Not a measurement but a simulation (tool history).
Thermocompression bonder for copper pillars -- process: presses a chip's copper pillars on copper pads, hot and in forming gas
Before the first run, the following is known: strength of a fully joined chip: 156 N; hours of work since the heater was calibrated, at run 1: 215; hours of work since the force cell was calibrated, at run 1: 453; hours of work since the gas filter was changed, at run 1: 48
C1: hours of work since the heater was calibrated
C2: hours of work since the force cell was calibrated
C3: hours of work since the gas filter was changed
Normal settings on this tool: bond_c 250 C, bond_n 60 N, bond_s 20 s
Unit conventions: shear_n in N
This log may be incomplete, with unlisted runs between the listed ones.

{"run": 1, "hour": 0.0, "bond_c": 250, "bond_n": 60, "bond_s": 20, "C1": 215, "C2": 453, "C3": 48, "shear_n": 89.8}
{"run": 2, "hour": 18.6, "bond_c": 250, "bond_n": 60, "bond_s": 20, "C1": 228, "C2": 467, "C3": 61, "shear_n": 89.4}
{"run": 3, "hour": 31.4, "bond_c": 250, "bond_n": 60, "bond_s": 20, "C1": 238, "C2": 476, "C3": 71, "shear_n": 90.6}
{"run": 4, "hour": 49.4, "bond_c": 250, "bond_n": 60, "bond_s": 20, "C1": 251, "C2": 489, "C3": 84, "shear_n": 87.7}
{"run": 5, "hour": 63.4, "bond_c": 250, "bond_n": 60, "bond_s": 20, "C1": 262, "C2": 500, "C3": 94, "shear_n": 88.7}
{"run": 6, "hour": 73.0, "bond_c": 250, "bond_n": 60, "bond_s": 15, "C1": 269, "C2": 507, "C3": 102, "shear_n": 81.2}
{"hour": 76.3, "done": "force cell calibrated"}
{"run": 7, "hour": 87.0, "bond_c": 250, "bond_n": 60, "bond_s": 26, "C1": 278, "C2": 8, "C3": 111, "shear_n": 95.4}
{"run": 8, "hour": 98.0, "bond_c": 250, "bond_n": 60, "bond_s": 26, "C1": 286, "C2": 16, "C3": 119, "shear_n": 96.3}
{"run": 9, "hour": 106.6, "bond_c": 250, "bond_n": 60, "bond_s": 13, "C1": 293, "C2": 22, "C3": 125, "shear_n": 78.7}
{"run": 10, "hour": 117.4, "bond_c": 250, "bond_n": 60, "bond_s": 13, "C1": 301, "C2": 30, "C3": 133, "shear_n": 77.2}
{"run": 11, "hour": 133.7, "bond_c": 258, "bond_n": 40, "bond_s": 11, "C1": 313, "C2": 42, "C3": 145, "shear_n": 53.6}
{"run": 12, "hour": 144.7, "bond_c": 245, "bond_n": 51, "bond_s": 20, "C1": 321, "C2": 51, "C3": 154, "shear_n": 70}
{"run": 13, "hour": 153.6, "bond_c": 250, "bond_n": 60, "bond_s": 30, "C1": 327, "C2": 57, "C3": 160, "shear_n": 97.9}
{"run": 14, "hour": 166.0, "bond_c": 250, "bond_n": 60, "bond_s": 30, "C1": 337, "C2": 66, "C3": 169, "shear_n": 97.5}
{"run": 15, "hour": 178.2, "bond_c": 250, "bond_n": 60, "bond_s": 30, "C1": 346, "C2": 75, "C3": 178, "shear_n": 98.9}
{"hour": 187.0, "done": "force cell calibrated, once more"}
{"run": 16, "hour": 198.7, "bond_c": 250, "bond_n": 60, "bond_s": 30, "C1": 360, "C2": 9, "C3": 192, "shear_n": 95.7}
{"run": 17, "hour": 207.5, "bond_c": 252, "bond_n": 55, "bond_s": 57, "C1": 366, "C2": 15, "C3": 199, "shear_n": 107.6}
{"run": 18, "hour": 221.1, "bond_c": 250, "bond_n": 66, "bond_s": 55, "C1": 376, "C2": 25, "C3": 209, "shear_n": 115.9}
{"run": 19, "hour": 237.2, "bond_c": 250, "bond_n": 66, "bond_s": 55, "C1": 388, "C2": 37, "C3": 221, "shear_n": 116.8}

Expected results for the next run?
{"run": 20, "hour": 254.1, "bond_c": 274, "bond_n": 48, "bond_s": 26, "C1": 401, "C2": 50, "C3": 234, "shear_n": "?"}

{"run 20": {"shear_n": 96.9}}
Without the tool's hidden state the same run would have given shear_n 103.4 N.

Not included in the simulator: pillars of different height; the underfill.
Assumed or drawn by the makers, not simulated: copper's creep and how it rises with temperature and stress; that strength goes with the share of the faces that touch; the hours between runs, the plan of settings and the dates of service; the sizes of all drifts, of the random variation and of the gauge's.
